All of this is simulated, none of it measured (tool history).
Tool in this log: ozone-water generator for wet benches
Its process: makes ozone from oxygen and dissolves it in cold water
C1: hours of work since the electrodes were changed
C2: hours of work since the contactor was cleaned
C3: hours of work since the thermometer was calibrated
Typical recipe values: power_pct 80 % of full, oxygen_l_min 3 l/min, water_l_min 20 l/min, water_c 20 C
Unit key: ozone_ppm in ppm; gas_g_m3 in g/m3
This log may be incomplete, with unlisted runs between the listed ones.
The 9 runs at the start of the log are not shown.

run 10 hour=559.2 | power_pct=80 oxygen_l_min=3.29 water_l_min=20 water_c=20 | C1=2563 C2=5818 C3=387 | ozone_ppm=22.5 gas_g_m3=249.7
run 11 hour=614.7 | power_pct=80 oxygen_l_min=3.29 water_l_min=20 water_c=20 | C1=2601 C2=5857 C3=425 | ozone_ppm=22.4 gas_g_m3=249.4
run 12 hour=695.5 | power_pct=80 oxygen_l_min=3 water_l_min=20 water_c=20 | C1=2657 C2=5913 C3=481 | ozone_ppm=22.5 gas_g_m3=262.5
run 13 hour=788.9 | power_pct=80 oxygen_l_min=3 water_l_min=16 water_c=20 | C1=2722 C2=5977 C3=546 | ozone_ppm=26.2 gas_g_m3=260.7
run 14 hour=867.8 | power_pct=80 oxygen_l_min=3 water_l_min=21 water_c=20 | C1=2777 C2=6032 C3=600 | ozone_ppm=21.2 gas_g_m3=261.1
run 15 hour=938 | power_pct=80 oxygen_l_min=3.65 water_l_min=21 water_c=20 | C1=2825 C2=6081 C3=649 | ozone_ppm=22.2 gas_g_m3=243
run 16 hour=994.5 | power_pct=80 oxygen_l_min=3.65 water_l_min=21 water_c=20 | C1=2864 C2=6120 C3=688 | ozone_ppm=22.3 gas_g_m3=239.3
run 17 hour=1082.7 | power_pct=80 oxygen_l_min=3.65 water_l_min=21 water_c=20 | C1=2925 C2=6181 C3=749 | ozone_ppm=22.1 gas_g_m3=240.2
run 18 hour=1171.9 | power_pct=80 oxygen_l_min=3.65 water_l_min=21 water_c=20 | C1=2987 C2=6242 C3=811 | ozone_ppm=22.3 gas_g_m3=239.6
run 19 hour=1265.5 | power_pct=80 oxygen_l_min=3.65 water_l_min=21 water_c=20 | C1=3052 C2=6307 C3=876 | ozone_ppm=22.3 gas_g_m3=240.1
run 20 hour=1341 | power_pct=49 oxygen_l_min=3 water_l_min=21 water_c=20 | C1=3104 C2=6359 C3=928 | ozone_ppm=14.2 gas_g_m3=172
run 21 hour=1403.2 | power_pct=77 oxygen_l_min=3.12 water_l_min=16 water_c=15 | C1=3147 C2=6402 C3=971 | ozone_ppm=27.5 gas_g_m3=247.9
run 22 hour=1457.5 | power_pct=86 oxygen_l_min=3 water_l_min=20 water_c=16 | C1=3185 C2=6440 C3=1009 | ozone_ppm=24.8 gas_g_m3=277.7
run 23 hour=1498.6 | power_pct=80 oxygen_l_min=3 water_l_min=24 water_c=22 | C1=3213 C2=6468 C3=1037 | ozone_ppm=18.5 gas_g_m3=263.3
run 24 hour=1583.3 | power_pct=98 oxygen_l_min=3 water_l_min=20 water_c=18 | C1=3272 C2=6527 C3=1096 | ozone_ppm=26.4 gas_g_m3=306.3
run 25 hour=1639.7 | power_pct=98 oxygen_l_min=3 water_l_min=20 water_c=18 | C1=3311 C2=6566 C3=1135 | ozone_ppm=26.5 gas_g_m3=309
run 26 hour=1683.9 | power_pct=57 oxygen_l_min=3 water_l_min=31 water_c=18 | C1=3341 C2=6597 C3=1165 | ozone_ppm=11.3 gas_g_m3=195.8
run 27 hour=1736.9 | power_pct=57 oxygen_l_min=3 water_l_min=31 water_c=18 | C1=3378 C2=6633 C3=1202 | ozone_ppm=11.3 gas_g_m3=196.7
run 28 hour=1787.8 | power_pct=80 oxygen_l_min=2.64 water_l_min=20 water_c=20 | C1=3413 C2=6668 C3=1237 | ozone_ppm=21.2 gas_g_m3=274.6
run 29 hour=1829.1 | power_pct=66 oxygen_l_min=2.6 water_l_min=20 water_c=20 | C1=3442 C2=6697 C3=1266 | ozone_ppm=17.9 gas_g_m3=237.4
run 30 hour=1888.3 | power_pct=80 oxygen_l_min=3 water_l_min=20 water_c=25 | C1=3483 C2=6738 C3=1307 | ozone_ppm=20.8 gas_g_m3=260.6
run 31 hour=1964.8 | power_pct=73 oxygen_l_min=1.78 water_l_min=26 water_c=20 | C1=3536 C2=6791 C3=1359 | ozone_ppm=13.6 gas_g_m3=297.1
run 32 hour=2027 | power_pct=73 oxygen_l_min=5.01 water_l_min=17 water_c=20 | C1=3579 C2=6834 C3=1403 | ozone_ppm=25.2 gas_g_m3=194.6

Predict each of these 4 candidate next runs independently; none follows another, all start after run 32:
run A hour=2124.2 | power_pct=73 oxygen_l_min=1.5 water_l_min=17 water_c=20 | C1=3646 C2=6901 C3=1470 | ozone_ppm=? gas_g_m3=?
run B hour=2124.2 | power_pct=73 oxygen_l_min=5.01 water_l_min=14 water_c=20 | C1=3646 C2=6901 C3=1470 | ozone_ppm=? gas_g_m3=?
run C hour=2124.2 | power_pct=57 oxygen_l_min=3.14 water_l_min=20 water_c=23 | C1=3646 C2=6901 C3=1470 | ozone_ppm=? gas_g_m3=?
run D hour=2124.2 | power_pct=70 oxygen_l_min=5.01 water_l_min=29 water_c=20 | C1=3646 C2=6901 C3=1470 | ozone_ppm=? gas_g_m3=?

run=A ozone_ppm=19.1 gas_g_m3=323.3
run=B ozone_ppm=28.6 gas_g_m3=194.2
run=C ozone_ppm=16.3 gas_g_m3=193.1
run=D ozone_ppm=16.5 gas_g_m3=189.7
Without the tool's hidden state the same runs would have given:
run=A ozone_ppm=19.2 gas_g_m3=323.5
run=B ozone_ppm=28.6 gas_g_m3=194.3
run=C ozone_ppm=16.3 gas_g_m3=193.2
run=D ozone_ppm=16.5 gas_g_m3=189.9

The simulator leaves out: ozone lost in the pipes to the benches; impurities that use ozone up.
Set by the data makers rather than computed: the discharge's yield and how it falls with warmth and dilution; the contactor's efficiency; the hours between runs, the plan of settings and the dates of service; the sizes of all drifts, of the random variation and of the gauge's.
